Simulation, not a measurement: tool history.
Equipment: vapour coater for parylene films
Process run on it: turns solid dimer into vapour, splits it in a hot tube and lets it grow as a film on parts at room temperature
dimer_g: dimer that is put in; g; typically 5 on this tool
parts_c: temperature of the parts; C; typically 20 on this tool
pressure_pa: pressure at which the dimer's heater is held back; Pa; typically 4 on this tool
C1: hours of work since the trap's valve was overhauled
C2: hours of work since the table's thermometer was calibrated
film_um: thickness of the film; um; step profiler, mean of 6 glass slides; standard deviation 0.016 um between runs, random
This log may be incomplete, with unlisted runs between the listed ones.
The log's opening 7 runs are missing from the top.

run 8 day=4.546 | dimer_g=5 parts_c=20 pressure_pa=4 | C1=146 C2=383 | film_um=2.78
run 9 day=4.95 | dimer_g=5 parts_c=20 pressure_pa=4 | C1=151 C2=388 | film_um=2.74
run 10 day=5.692 | dimer_g=5 parts_c=20 pressure_pa=4 | C1=160 C2=397 | film_um=2.76
run 11 day=6.167 | dimer_g=5 parts_c=20 pressure_pa=4.96 | C1=166 C2=403 | film_um=2.64
run 12 day=6.658 | dimer_g=5 parts_c=20 pressure_pa=4 | C1=172 C2=409 | film_um=2.77
run 13 day=7.154 | dimer_g=5 parts_c=20 pressure_pa=4 | C1=178 C2=415 | film_um=2.77
run 14 day=7.658 | dimer_g=5 parts_c=20 pressure_pa=4 | C1=184 C2=421 | film_um=2.75
run 15 day=8.033 | dimer_g=5 parts_c=20 pressure_pa=4 | C1=189 C2=426 | film_um=2.74
run 16 day=8.625 | dimer_g=5 parts_c=23 pressure_pa=4 | C1=196 C2=433 | film_um=2.5
run 17 day=8.971 | dimer_g=5 parts_c=23 pressure_pa=4 | C1=200 C2=437 | film_um=2.52
run 18 day=9.642 | dimer_g=5 parts_c=23 pressure_pa=4 | C1=209 C2=446 | film_um=2.53
run 19 day=10.375 | dimer_g=5 parts_c=23 pressure_pa=4 | C1=218 C2=455 | film_um=2.51
run 20 day=10.975 | dimer_g=2 parts_c=20 pressure_pa=4 | C1=225 C2=462 | film_um=1.09
run 21 day=11.429 | dimer_g=2 parts_c=20 pressure_pa=4 | C1=231 C2=468 | film_um=1.09
run 22 day=11.996 | dimer_g=2 parts_c=20 pressure_pa=4 | C1=238 C2=475 | film_um=1.08
run 23 day=12.671 | dimer_g=5 parts_c=20 pressure_pa=4 | C1=246 C2=483 | film_um=2.72
run 24 day=13.262 | dimer_g=4 parts_c=16 pressure_pa=4 | C1=253 C2=491 | film_um=2.45
run 25 day=13.817 | dimer_g=6 parts_c=20 pressure_pa=4.68 | C1=260 C2=497 | film_um=3.14
run 26 day=14.2 | dimer_g=6 parts_c=22 pressure_pa=2.51 | C1=265 C2=502 | film_um=3.47

Expected results for the next run?
run 27 day=14.654 | dimer_g=6 parts_c=22 pressure_pa=2.51 | C1=271 C2=508 | film_um=?

film_um: 3.48 um
The same run, on a tool lacking any hidden state, would have yielded film_um 3.64 um.
